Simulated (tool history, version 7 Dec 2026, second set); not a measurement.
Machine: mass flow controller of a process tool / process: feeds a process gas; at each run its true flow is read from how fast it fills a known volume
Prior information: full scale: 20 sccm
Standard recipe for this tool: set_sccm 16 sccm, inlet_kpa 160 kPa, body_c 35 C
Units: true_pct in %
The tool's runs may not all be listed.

run 1 day=0 | set_sccm=16 inlet_kpa=160 body_c=35 | true_pct=98.13
run 2 day=8.196 | set_sccm=16 inlet_kpa=160 body_c=35 | true_pct=98.09
run 3 day=15.2 | set_sccm=16 inlet_kpa=160 body_c=35 | true_pct=98.09
run 4 day=21.017 | set_sccm=16 inlet_kpa=169 body_c=35 | true_pct=98.01
run 5 day=34.112 | set_sccm=16 inlet_kpa=160 body_c=35 | true_pct=98.06
run 6 day=42.604 | set_sccm=16 inlet_kpa=160 body_c=35 | true_pct=98.01
run 7 day=52.846 | set_sccm=16 inlet_kpa=160 body_c=35 | true_pct=97.78
run 8 day=63.192 | set_sccm=16 inlet_kpa=160 body_c=35 | true_pct=97.77
run 9 day=74.025 | set_sccm=16 inlet_kpa=160 body_c=35 | true_pct=97.77
run 10 day=86.033 | set_sccm=16 inlet_kpa=160 body_c=35 | true_pct=97.6
run 11 day=91.842 | set_sccm=16 inlet_kpa=160 body_c=35 | true_pct=97.69
run 12 day=103.538 | set_sccm=16 inlet_kpa=160 body_c=35 | true_pct=97.43
run 13 day=115.333 | set_sccm=16 inlet_kpa=160 body_c=35 | true_pct=97.55
run 14 day=127.45 | set_sccm=16 inlet_kpa=160 body_c=26 | true_pct=97.58
run 15 day=134.75 | set_sccm=16 inlet_kpa=160 body_c=26 | true_pct=97.47
run 16 day=144.788 | set_sccm=16 inlet_kpa=160 body_c=26 | true_pct=97.53
run 17 day=150.454 | set_sccm=16 inlet_kpa=160 body_c=26 | true_pct=97.49
run 18 day=163.15 | set_sccm=16 inlet_kpa=160 body_c=39 | true_pct=97.08
run 19 day=168.95 | set_sccm=16 inlet_kpa=160 body_c=39 | true_pct=97.12
run 20 day=176.796 | set_sccm=14 inlet_kpa=173 body_c=38 | true_pct=96.67
run 21 day=188.192 | set_sccm=14 inlet_kpa=173 body_c=38 | true_pct=96.57
run 22 day=199.946 | set_sccm=3 inlet_kpa=279 body_c=35 | true_pct=90.53
run 23 day=208.254 | set_sccm=3 inlet_kpa=279 body_c=35 | true_pct=90.5
run 24 day=219.021 | set_sccm=5 inlet_kpa=170 body_c=21 | true_pct=93.87
run 25 day=229.583 | set_sccm=16 inlet_kpa=170 body_c=35 | true_pct=96.84
run 26 day=235.667 | set_sccm=16 inlet_kpa=160 body_c=40 | true_pct=96.49
run 27 day=246.621 | set_sccm=5 inlet_kpa=240 body_c=28 | true_pct=92.81
run 28 day=252.204 | set_sccm=6 inlet_kpa=162 body_c=21 | true_pct=94.22
run 29 day=260.829 | set_sccm=6 inlet_kpa=162 body_c=21 | true_pct=94.24
run 30 day=273.712 | set_sccm=6 inlet_kpa=162 body_c=24 | true_pct=93.99
run 31 day=285.388 | set_sccm=2 inlet_kpa=160 body_c=22 | true_pct=86.68
run 32 day=291.025 | set_sccm=2 inlet_kpa=160 body_c=22 | true_pct=86.56
run 33 day=297.392 | set_sccm=12 inlet_kpa=217 body_c=35 | true_pct=95.19

Forecast run 34:
run 34 day=303.204 | set_sccm=10 inlet_kpa=208 body_c=30 | true_pct=?

true_pct: 94.99 %
On a tool with no hidden condition, and with the same random variation, this run would have come out at true_pct 99.31 %.
